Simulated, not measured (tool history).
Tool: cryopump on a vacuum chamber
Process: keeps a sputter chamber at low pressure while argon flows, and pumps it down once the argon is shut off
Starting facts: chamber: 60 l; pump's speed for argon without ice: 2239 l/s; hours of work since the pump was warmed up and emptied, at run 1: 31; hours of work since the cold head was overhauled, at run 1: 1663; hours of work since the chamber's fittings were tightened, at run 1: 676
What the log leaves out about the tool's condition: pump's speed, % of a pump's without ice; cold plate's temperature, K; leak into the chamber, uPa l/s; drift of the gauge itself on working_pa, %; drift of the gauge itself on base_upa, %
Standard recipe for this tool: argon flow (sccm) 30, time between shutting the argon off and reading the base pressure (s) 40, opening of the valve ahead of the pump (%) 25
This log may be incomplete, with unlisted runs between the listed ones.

run,day,argon flow (sccm),time between shutting the argon off and reading the base pressure (s),opening of the valve ahead of the pump (%),hours of work since the pump was warmed up and emptied,hours of work since the cold head was overhauled,hours of work since the chamber's fittings were tightened,pressure while argon flows (Pa),pressure after the wait (uPa)
1,0.000,30,40,25,31,1663,676,0.0906,0.78
2,2.596,30,40,25,72,1704,718,0.0908,0.85
3,5.146,30,40,25,112,1745,758,0.0919,0.84
4,7.158,30,40,25,144,1777,790,0.0911,0.88
5,8.675,30,40,25,168,1801,814,0.0924,0.86
6,10.042,30,85,25,190,1823,836,0.0916,0.56
7,11.862,30,85,25,219,1851,865,0.0928,0.56
8,14.300,30,85,25,258,1890,904,0.0918,0.58
9,15.983,30,85,25,284,1917,930,0.0931,0.62
10,18.942,30,287,25,331,1964,977,0.0924,0.41
11,20.762,30,40,23,360,1993,1006,0.1008,0.88
12,22.679,30,40,28,391,2023,1037,0.0830,0.92
13,25.346,26,40,25,433,2066,1079,0.0820,0.90
14,28.183,26,40,25,478,2111,1124,0.0804,0.98
15,29.538,35,280,37,500,2132,1146,0.0751,0.53
16,31.621,30,23,19,533,2165,1179,0.1228,1.38
17,33.254,30,40,53,559,2191,1205,0.0458,0.97
18,35.829,25,269,27,600,2232,1246,0.0737,0.56
19,38.646,14,269,35,644,2277,1290,0.0314,0.57
20,41.079,30,50,25,683,2316,1329,0.0948,0.93
21,43.283,18,150,29,718,2351,1364,0.0492,0.62
22,45.588,18,150,29,755,2387,1401,0.0494,0.61

For run 23, what comes out?
23,47.233,30,215,25,781,2413,1427,?,?

Run 23 gave pressure while argon flows (Pa) 0.0947, pressure after the wait (uPa) 0.62.
With the hidden condition absent and the run-to-run variation left alone, this run would have shown pressure while argon flows (Pa) 0.0898, pressure after the wait (uPa) 0.22.
